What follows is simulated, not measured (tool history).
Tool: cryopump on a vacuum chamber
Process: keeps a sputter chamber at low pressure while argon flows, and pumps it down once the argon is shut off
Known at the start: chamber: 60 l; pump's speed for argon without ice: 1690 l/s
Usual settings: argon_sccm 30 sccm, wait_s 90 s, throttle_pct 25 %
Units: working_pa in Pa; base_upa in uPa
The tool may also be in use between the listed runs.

Run 1, day 0.000: usual settings. Result: working_pa 0.1236 Pa, base_upa 1.45 uPa.
Run 2, day 3.492: usual settings but wait_s 133 s. Result: working_pa 0.1254 Pa, base_upa 1.37 uPa.
Run 3, day 8.429: usual settings but wait_s 133 s. Result: working_pa 0.1248 Pa, base_upa 1.54 uPa.
At day 13.892: pump warmed up, emptied and cooled again.
Run 4, day 13.892: usual settings. Result: working_pa 0.1206 Pa, base_upa 1.51 uPa.
Run 5, day 17.304: usual settings. Result: working_pa 0.1217 Pa, base_upa 1.57 uPa.
Run 6, day 21.171: usual settings. Result: working_pa 0.1230 Pa, base_upa 1.59 uPa.
Run 7, day 24.392: usual settings but wait_s 22 s. Result: working_pa 0.1243 Pa, base_upa 2.94 uPa.

Forecast run 8:
Run 8, day 29.475: usual settings but wait_s 29 s. Result: working_pa ?, base_upa ?.

working_pa: 0.1249 Pa
base_upa: 2.62 uPa
Without the tool's hidden state the same run would have given working_pa 0.1209 Pa, base_upa 1.49 uPa.
